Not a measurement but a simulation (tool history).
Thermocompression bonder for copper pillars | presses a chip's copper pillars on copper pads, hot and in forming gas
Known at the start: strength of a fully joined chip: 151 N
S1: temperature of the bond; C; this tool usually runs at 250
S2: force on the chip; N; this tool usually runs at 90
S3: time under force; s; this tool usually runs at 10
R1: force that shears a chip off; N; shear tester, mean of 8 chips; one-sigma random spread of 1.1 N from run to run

run,hour,S1,S2,S3,R1
1,0.0,250,90,10,86.3
2,10.2,250,90,8,80.5
3,30.4,261,90,10,94.2
4,52.3,250,90,10,86.0
5,68.2,252,90,10,86.4
6,90.1,252,90,10,85.8
7,99.2,252,90,10,86.6
8,120.2,252,90,10,85.3
9,138.3,259,90,10,90.9
10,148.8,259,90,10,86.9
11,170.6,259,90,10,90.3
# hour 179.7: heater calibrated with a thermocouple chip
12,182.2,250,69,10,68.9
# hour 193.1: forming gas filter changed
13,200.7,250,130,10,97.8
14,210.0,250,107,10,93.0
15,230.3,250,90,13,90.2
16,246.6,250,90,13,90.9
17,262.3,250,90,13,92.4
# hour 267.5: heater calibrated with a thermocouple chip, once more
18,275.0,250,90,13,106.2
19,285.6,250,90,13,105.0
20,304.0,250,90,13,104.6
21,326.1,250,63,27,110.9
22,340.2,278,90,25,133.9
23,359.4,278,90,25,135.3
24,379.2,250,90,29,124.8
25,395.3,236,86,29,113.6
26,416.8,250,75,14,98.5
27,436.5,250,75,14,95.6
28,456.0,250,90,11,99.1
29,472.8,250,90,11,96.4
30,488.0,274,81,15,116.5
31,503.7,274,81,15,116.0
32,516.5,275,132,13,129.9
33,525.8,267,87,13,111.0
34,538.4,257,86,25,118.8
35,547.9,221,86,25,91.7
36,558.7,221,68,25,81.4
37,575.0,275,68,8,94.8
38,596.4,268,90,29,129.2
39,608.7,268,90,29,130.4
40,620.6,268,66,13,100.4

Measured minus without-hidden-state, run by run (identical run-to-run variation in each term; gauge scatter may differ):
Unlogged tool condition in this case: true temperature of the bond over the reading, C; force that reaches the chip, % of what is set; oxide that the forming gas leaves, % of the face; drift of the gauge itself on shear_n, %.
run,R1
1,-11.8
2,-11.5
3,-12.1
4,-12.5
5,-12.8
6,-13.0
7,-13.2
8,-13.5
9,-13.8
10,-13.6
11,-14.3
12,-16.4
13,-12.3
14,-13.0
15,-13.1
16,-13.5
17,-13.8
18,+0.4
19,+0.2
20,-0.1
21,-0.5
22,-1.4
23,-1.7
24,-1.7
25,-1.7
26,-1.7
27,-2.0
28,-2.3
29,-2.5
30,-3.3
31,-3.5
32,-4.1
33,-3.7
34,-4.2
35,-3.7
36,-3.4
37,-3.9
38,-5.5
39,-5.7
40,-4.8
